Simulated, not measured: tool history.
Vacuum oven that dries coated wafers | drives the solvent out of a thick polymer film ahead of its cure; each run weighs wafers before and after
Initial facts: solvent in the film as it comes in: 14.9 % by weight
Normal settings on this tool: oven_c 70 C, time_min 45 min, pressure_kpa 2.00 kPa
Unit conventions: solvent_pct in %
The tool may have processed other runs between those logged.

| run | hour | oven_c | time_min | pressure_kpa | solvent_pct |
|---|---|---|---|---|---|
| 1 | 0.0 | 70 | 45 | 2.00 | 1.39 |
| 2 | 34.2 | 70 | 45 | 2.00 | 1.39 |
| 3 | 90.1 | 70 | 42 | 2.00 | 1.48 |
| 4 | 125.2 | 70 | 42 | 2.00 | 1.48 |
| 5 | 166.6 | 70 | 42 | 2.00 | 1.49 |
| 6 | 221.7 | 70 | 42 | 2.00 | 1.53 |
| 7 | 259.2 | 70 | 42 | 5.09 | 2.81 |
| 8 | 319.5 | 70 | 45 | 2.00 | 1.41 |
| 9 | 371.7 | 70 | 45 | 2.00 | 1.43 |
| 10 | 426.0 | 70 | 45 | 2.00 | 1.40 |
| 11 | 460.6 | 70 | 45 | 2.00 | 1.41 |
| 12 | 508.5 | 70 | 45 | 2.00 | 1.42 |
| 13 | 549.1 | 70 | 45 | 2.00 | 1.39 |
| 14 | 612.9 | 66 | 45 | 2.00 | 2.20 |
| 15 | 664.4 | 82 | 70 | 2.00 | 0.66 |
|  | 686.1 | oven's thermocouples calibrated |
| 16 | 715.6 | 63 | 45 | 3.88 | 4.48 |
| 17 | 794.7 | 79 | 52 | 1.26 | 0.58 |
|  | 799.9 | vacuum gauge cleaned of residue and calibrated |
| 18 | 858.3 | 77 | 59 | 1.57 | 0.80 |
| 19 | 933.0 | 77 | 59 | 1.57 | 0.84 |
| 20 | 990.0 | 77 | 59 | 1.57 | 0.79 |
| 21 | 1024.0 | 64 | 59 | 7.53 | 5.53 |
| 22 | 1057.7 | 56 | 76 | 2.44 | 4.81 |
| 23 | 1117.6 | 56 | 76 | 2.44 | 4.81 |
| 24 | 1154.4 | 56 | 76 | 2.44 | 4.79 |
| 25 | 1201.8 | 56 | 76 | 2.44 | 4.80 |
|  | 1245.1 | vacuum gauge cleaned of residue and calibrated, once more |
| 26 | 1272.8 | 58 | 43 | 3.10 | 5.82 |

A few steps of solvent_pct between consecutive runs. Split each: what settings, incoming material and random variation would produce without the hidden state, and what is left over for the hidden state, along with gauge scatter present in only one of the two compared results (measured, and without hidden state):
What the log doesn't record here: true wafer temperature over the reading, C; true pressure over the reading, kPa; drift of the gauge itself on solvent_pct, %.
Run 15 -> 16: oven_c 82 -> 63, time_min 70 -> 45, pressure_kpa 2.00 -> 3.88, oven's thermocouples calibrated. solvent_pct +3.82 %: hidden state +0.28, all else +3.54.
Run 16 -> 17: oven_c 63 -> 79, time_min 45 -> 52, pressure_kpa 3.88 -> 1.26. solvent_pct -3.90 %: hidden state -0.22, all else -3.68.
Run 20 -> 21: oven_c 77 -> 64, pressure_kpa 1.57 -> 7.53. solvent_pct +4.74 %: hidden state +0.23, all else +4.51.
Run 25 -> 26: oven_c 56 -> 58, time_min 76 -> 43, pressure_kpa 2.44 -> 3.10, vacuum gauge cleaned of residue and calibrated, once more. solvent_pct +1.02 %: hidden state -0.62, all else +1.64.
